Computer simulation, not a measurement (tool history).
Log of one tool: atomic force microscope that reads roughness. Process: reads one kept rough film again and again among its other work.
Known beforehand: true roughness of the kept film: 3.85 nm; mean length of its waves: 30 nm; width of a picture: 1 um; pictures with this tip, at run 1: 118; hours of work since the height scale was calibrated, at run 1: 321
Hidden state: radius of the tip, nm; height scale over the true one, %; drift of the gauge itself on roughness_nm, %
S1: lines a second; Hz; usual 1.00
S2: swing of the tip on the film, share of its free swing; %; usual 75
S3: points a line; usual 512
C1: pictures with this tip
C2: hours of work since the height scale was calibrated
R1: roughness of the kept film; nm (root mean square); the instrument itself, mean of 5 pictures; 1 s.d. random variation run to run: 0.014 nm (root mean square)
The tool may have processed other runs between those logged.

run,day,S1,S2,S3,C1,C2,R1
1,0.000,1.00,75,512,118,321,3.025
2,0.967,1.00,75,512,136,331,2.955
3,1.629,1.00,75,512,149,337,2.956
4,2.383,1.00,75,512,163,345,2.934
5,2.925,1.00,75,564,174,351,2.919
6,3.688,1.00,75,564,188,358,2.914
7,4.650,1.00,75,564,207,368,2.876
8,5.712,1.00,75,512,227,379,2.837
9,6.962,1.00,75,512,251,392,2.791
# day 7.875: new tip fitted
10,8.142,1.00,75,512,5,404,3.187
11,9.304,1.00,75,512,27,415,3.158
12,10.354,1.00,75,512,47,426,3.119
13,11.579,1.00,75,512,71,439,3.058
14,12.612,1.00,56,512,90,449,3.163
15,13.475,1.00,61,512,107,458,3.119
16,14.079,1.00,61,512,118,464,3.094
17,14.871,1.00,61,512,133,472,3.070
18,15.675,1.00,75,512,149,480,2.926
# day 15.812: height scale calibrated on a step standard
19,16.538,1.00,75,512,164,7,2.935
20,17.104,1.00,75,512,175,13,2.876
21,18.338,1.00,75,512,199,26,2.871
22,19.117,1.00,75,512,214,34,2.848
23,20.104,1.00,75,512,233,44,2.814
# day 20.533: height scale calibrated on a step standard, once more
24,20.667,1.00,75,512,243,1,2.831
25,21.508,1.00,75,512,259,10,2.789
# day 21.954: new tip fitted
26,22.358,1.00,77,628,7,18,3.180
27,23.062,1.00,77,628,21,26,3.132
28,24.250,1.21,77,554,44,38,3.065
29,25.058,1.36,58,823,59,46,3.210
30,25.567,0.60,58,954,69,51,3.238
31,26.517,0.60,74,954,87,61,3.144
32,27.225,0.62,60,319,100,68,3.167
33,28.038,0.62,60,319,116,76,3.114
34,28.921,1.00,58,512,133,85,3.085
35,29.858,3.20,85,725,151,95,2.365
36,30.988,1.64,58,408,172,106,2.966

Forecast run 37:
37,31.921,1.64,58,408,190,116,?

Run 37 gave R1 2.952 nm (root mean square).
Were there no unlogged condition in the tool, this run, its random variation unchanged, would have produced R1 3.300 nm (root mean square).

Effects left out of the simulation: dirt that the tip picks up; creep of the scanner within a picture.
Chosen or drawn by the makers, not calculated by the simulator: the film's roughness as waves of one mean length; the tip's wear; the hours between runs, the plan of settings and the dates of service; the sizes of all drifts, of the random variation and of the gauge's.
